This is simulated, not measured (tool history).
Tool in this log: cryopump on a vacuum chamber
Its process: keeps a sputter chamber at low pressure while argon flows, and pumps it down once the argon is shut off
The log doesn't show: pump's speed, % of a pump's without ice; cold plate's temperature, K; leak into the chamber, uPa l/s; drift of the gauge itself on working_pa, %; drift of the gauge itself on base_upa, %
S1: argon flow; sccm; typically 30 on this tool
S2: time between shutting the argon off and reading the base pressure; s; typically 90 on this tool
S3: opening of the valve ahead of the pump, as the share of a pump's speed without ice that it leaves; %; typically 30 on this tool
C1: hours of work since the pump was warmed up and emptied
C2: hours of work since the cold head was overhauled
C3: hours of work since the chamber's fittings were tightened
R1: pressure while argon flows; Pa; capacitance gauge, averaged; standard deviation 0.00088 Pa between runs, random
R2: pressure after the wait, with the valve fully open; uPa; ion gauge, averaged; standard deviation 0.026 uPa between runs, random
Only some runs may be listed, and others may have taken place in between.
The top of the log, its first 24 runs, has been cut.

run    hour  S1   S2  S3   C1    C2   C3      R1    R2
 25   928.5  54   35  25  338  1860  125  0.4073  2.77
 26   967.0  54   35  25  366  1888  153  0.4076  2.81
 27  1016.5  32   36  30  402  1924  189  0.2041  2.88
 28  1039.1  20   38  30  418  1940  206  0.1284  2.89
 29  1063.3  20   38  30  436  1958  223  0.1285  2.85
 30  1117.6  30   22  25  476  1998  263  0.2293  4.52
 31  1170.6  30   22  21  514  2036  301  0.2733  4.60
 32  1203.1  13   40  18  538  2060  325  0.1368  3.18
 33  1257.5  13  168  18  578  2100  365  0.1369  2.03
 34  1298.2  13  168  18  607  2129  395  0.1377  2.13

Forecast each of these 4 alternatives for the next run:
  A  1339.4  47  79  40  637  2159  425   ?   ?
  B  1339.4  39  40  50  637  2159  425   ?   ?
  C  1339.4  50  90  30  637  2159  425   ?   ?
  D  1339.4  52  90  18  637  2159  425   ?   ?

run      R1    R2
  A  0.2380  2.81
  B  0.1622  3.63
  C  0.3267  2.63
  D  0.5525  2.57
Without the tool's unlogged condition, the same runs would have read:
run      R1    R2
  A  0.2142  1.24
  B  0.1424  2.10
  C  0.3016  1.11
  D  0.5262  1.08

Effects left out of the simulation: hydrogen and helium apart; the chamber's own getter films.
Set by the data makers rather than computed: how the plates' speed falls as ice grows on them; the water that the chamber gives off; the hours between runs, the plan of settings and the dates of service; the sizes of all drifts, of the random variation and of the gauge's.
